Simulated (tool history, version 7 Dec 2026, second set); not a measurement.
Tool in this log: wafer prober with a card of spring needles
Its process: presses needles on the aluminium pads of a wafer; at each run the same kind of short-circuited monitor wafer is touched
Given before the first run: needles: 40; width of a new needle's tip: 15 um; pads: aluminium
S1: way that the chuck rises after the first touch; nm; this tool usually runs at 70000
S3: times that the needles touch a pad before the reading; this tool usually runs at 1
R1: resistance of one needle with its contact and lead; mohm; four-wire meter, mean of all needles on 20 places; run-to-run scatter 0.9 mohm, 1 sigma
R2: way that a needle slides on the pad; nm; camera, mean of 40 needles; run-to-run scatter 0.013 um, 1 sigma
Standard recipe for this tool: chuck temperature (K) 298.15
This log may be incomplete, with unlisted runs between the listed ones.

run 1 hour=0.0 | S1=70000 chuck_temperature_(K)=298.15 S3=1 | R1=161.6 R2=11030
-- hour=3.3 tips cleaned on abrasive film
-- hour=8.7 tips cleaned on abrasive film
-- hour=14.1 tips cleaned on abrasive film
-- hour=19.5 tips cleaned on abrasive film
-- hour=23.8 tips cleaned on abrasive film
-- hour=29.2 tips cleaned on abrasive film
-- hour=34.6 tips cleaned on abrasive film
run 2 hour=36.5 | S1=70000 chuck_temperature_(K)=298.15 S3=1 | R1=162.3 R2=11040
-- hour=39.8 tips cleaned on abrasive film
-- hour=45.2 tips cleaned on abrasive film
-- hour=48.7 height of the first contact set anew
-- hour=50.9 tips cleaned on abrasive film
run 3 hour=54.0 | S1=70000 chuck_temperature_(K)=324.15 S3=1 | R1=167.8 R2=11030
-- hour=56.2 tips cleaned on abrasive film
-- hour=61.6 tips cleaned on abrasive film
-- hour=67.0 tips cleaned on abrasive film
-- hour=72.4 tips cleaned on abrasive film
-- hour=77.8 tips cleaned on abrasive film
-- hour=83.2 tips cleaned on abrasive film
run 4 hour=86.2 | S1=70000 chuck_temperature_(K)=324.15 S3=1 | R1=166.4 R2=11020
-- hour=88.5 tips cleaned on abrasive film
-- hour=92.8 tips cleaned on abrasive film
-- hour=98.2 tips cleaned on abrasive film
-- hour=103.6 tips cleaned on abrasive film
-- hour=109.0 tips cleaned on abrasive film
-- hour=114.4 tips cleaned on abrasive film
-- hour=119.8 tips cleaned on abrasive film
run 5 hour=122.3 | S1=70000 chuck_temperature_(K)=324.15 S3=1 | R1=167.1 R2=11040
-- hour=124.6 tips cleaned on abrasive film
-- hour=130.0 tips cleaned on abrasive film
-- hour=134.3 tips cleaned on abrasive film
-- hour=139.7 tips cleaned on abrasive film
-- hour=145.1 tips cleaned on abrasive film
-- hour=150.5 tips cleaned on abrasive film
run 6 hour=154.7 | S1=70000 chuck_temperature_(K)=324.15 S3=1 | R1=166.8 R2=11060
-- hour=155.8 tips cleaned on abrasive film
-- hour=161.2 tips cleaned on abrasive film
-- hour=165.6 tips cleaned on abrasive film
-- hour=171.0 tips cleaned on abrasive film
-- hour=176.4 tips cleaned on abrasive film
-- hour=180.7 tips cleaned on abrasive film
-- hour=186.1 tips cleaned on abrasive film
run 7 hour=186.4 | S1=70000 chuck_temperature_(K)=324.15 S3=1 | R1=167.3 R2=11050
-- hour=190.7 tips cleaned on abrasive film
-- hour=195.1 tips cleaned on abrasive film
-- hour=200.5 tips cleaned on abrasive film
-- hour=204.8 tips cleaned on abrasive film
-- hour=210.2 tips cleaned on abrasive film
run 8 hour=213.8 | S1=70000 chuck_temperature_(K)=298.15 S3=1 | R1=161.3 R2=11030
-- hour=215.0 tips cleaned on abrasive film
-- hour=217.4 height of the first contact set anew
-- hour=220.7 tips cleaned on abrasive film
-- hour=226.1 tips cleaned on abrasive film
-- hour=231.5 tips cleaned on abrasive film
-- hour=236.9 tips cleaned on abrasive film
-- hour=242.3 tips cleaned on abrasive film
-- hour=247.7 tips cleaned on abrasive film
run 9 hour=248.1 | S1=70000 chuck_temperature_(K)=298.15 S3=1 | R1=162.9 R2=11020
-- hour=252.5 tips cleaned on abrasive film
-- hour=257.9 tips cleaned on abrasive film
-- hour=263.3 tips cleaned on abrasive film
run 10 hour=264.1 | S1=70000 chuck_temperature_(K)=298.15 S3=1 | R1=162.0 R2=11040
-- hour=268.4 tips cleaned on abrasive film
-- hour=272.8 tips cleaned on abrasive film
-- hour=278.2 tips cleaned on abrasive film
-- hour=283.6 tips cleaned on abrasive film
-- hour=289.0 tips cleaned on abrasive film
-- hour=294.4 tips cleaned on abrasive film
-- hour=299.8 tips cleaned on abrasive film
run 11 hour=302.7 | S1=70000 chuck_temperature_(K)=375.15 S3=1 | R1=176.1 R2=11010
-- hour=304.9 tips cleaned on abrasive film
-- hour=310.3 tips cleaned on abrasive film
-- hour=315.7 tips cleaned on abrasive film
-- hour=321.1 tips cleaned on abrasive film
-- hour=326.5 tips cleaned on abrasive film
run 12 hour=329.2 | S1=70000 chuck_temperature_(K)=375.15 S3=2 | R1=176.7 R2=11040
-- hour=331.4 tips cleaned on abrasive film
-- hour=336.8 tips cleaned on abrasive film
-- hour=342.2 tips cleaned on abrasive film
-- hour=347.6 tips cleaned on abrasive film
-- hour=352.0 tips cleaned on abrasive film
run 13 hour=353.5 | S1=56000 chuck_temperature_(K)=316.15 S3=2 | R1=166.4 R2=8820
-- hour=356.8 tips cleaned on abrasive film
-- hour=362.2 tips cleaned on abrasive film
-- hour=367.6 tips cleaned on abrasive film
-- hour=373.0 tips cleaned on abrasive film
-- hour=378.4 tips cleaned on abrasive film
-- hour=383.8 tips cleaned on abrasive film
-- hour=386.2 height of the first contact set anew
run 14 hour=387.7 | S1=51000 chuck_temperature_(K)=304.15 S3=2 | R1=164.9 R2=8050
-- hour=388.9 tips cleaned on abrasive film
-- hour=394.3 tips cleaned on abrasive film
-- hour=399.7 tips cleaned on abrasive film
-- hour=404.0 tips cleaned on abrasive film
-- hour=409.4 tips cleaned on abrasive film
run 15 hour=412.4 | S1=51000 chuck_temperature_(K)=304.15 S3=2 | R1=162.9 R2=8030
-- hour=414.6 tips cleaned on abrasive film
-- hour=420.0 tips cleaned on abrasive film
-- hour=425.4 tips cleaned on abrasive film
-- hour=430.8 tips cleaned on abrasive film
run 16 hour=432.3 | S1=51000 chuck_temperature_(K)=304.15 S3=3 | R1=164.2 R2=8040
-- hour=435.6 tips cleaned on abrasive film
-- hour=441.0 tips cleaned on abrasive film
-- hour=446.4 tips cleaned on abrasive film
-- hour=451.8 tips cleaned on abrasive film
-- hour=457.2 tips cleaned on abrasive film
run 17 hour=457.9 | S1=51000 chuck_temperature_(K)=304.15 S3=2 | R1=164.1 R2=8030
-- hour=462.3 tips cleaned on abrasive film
-- hour=467.7 tips cleaned on abrasive film
-- hour=473.1 tips cleaned on abrasive film
-- hour=478.5 tips cleaned on abrasive film
-- hour=483.9 tips cleaned on abrasive film
-- hour=489.3 tips cleaned on abrasive film
run 18 hour=492.7 | S1=70000 chuck_temperature_(K)=393.15 S3=2 | R1=178.0 R2=11020
-- hour=493.8 tips cleaned on abrasive film
-- hour=499.2 tips cleaned on abrasive film
-- hour=503.6 tips cleaned on abrasive film
-- hour=509.0 tips cleaned on abrasive film
-- hour=514.4 tips cleaned on abrasive film
-- hour=519.8 tips cleaned on abrasive film
-- hour=525.2 tips cleaned on abrasive film
run 19 hour=526.1 | S1=57000 chuck_temperature_(K)=298.15 S3=2 | R1=163.7 R2=8980
-- hour=530.4 tips cleaned on abrasive film
-- hour=535.8 tips cleaned on abrasive film
-- hour=541.2 tips cleaned on abrasive film
run 20 hour=541.9 | S1=57000 chuck_temperature_(K)=302.15 S3=3 | R1=165.1 R2=8970

Here are 4 independent what-if runs from the current tool condition. What would each one return?
-- hour=546.3 tips cleaned on abrasive film
-- hour=551.7 tips cleaned on abrasive film
-- hour=555.2 height of the first contact set anew
-- hour=557.4 tips cleaned on abrasive film
-- hour=562.8 tips cleaned on abrasive film
run A hour=566.1 | S1=51000 chuck_temperature_(K)=298.15 S3=1 | R1=? R2=?
-- hour=546.3 tips cleaned on abrasive film
-- hour=551.7 tips cleaned on abrasive film
-- hour=555.2 height of the first contact set anew
-- hour=557.4 tips cleaned on abrasive film
-- hour=562.8 tips cleaned on abrasive film
run B hour=566.1 | S1=57000 chuck_temperature_(K)=313.15 S3=2 | R1=? R2=?
-- hour=546.3 tips cleaned on abrasive film
-- hour=551.7 tips cleaned on abrasive film
-- hour=555.2 height of the first contact set anew
-- hour=557.4 tips cleaned on abrasive film
-- hour=562.8 tips cleaned on abrasive film
run C hour=566.1 | S1=70000 chuck_temperature_(K)=298.15 S3=2 | R1=? R2=?
-- hour=546.3 tips cleaned on abrasive film
-- hour=551.7 tips cleaned on abrasive film
-- hour=555.2 height of the first contact set anew
-- hour=557.4 tips cleaned on abrasive film
-- hour=562.8 tips cleaned on abrasive film
run D hour=566.1 | S1=86000 chuck_temperature_(K)=300.15 S3=2 | R1=? R2=?

run=A R1=163.7 R2=8020
run=B R1=166.3 R2=8970
run=C R1=162.8 R2=11030
run=D R1=161.7 R2=13560
The same runs, with their run-to-run variation unchanged, on a tool lacking any hidden condition would have given:
run=A R1=163.4 R2=8020
run=B R1=166.1 R2=8970
run=C R1=162.7 R2=11030
run=D R1=161.6 R2=13560
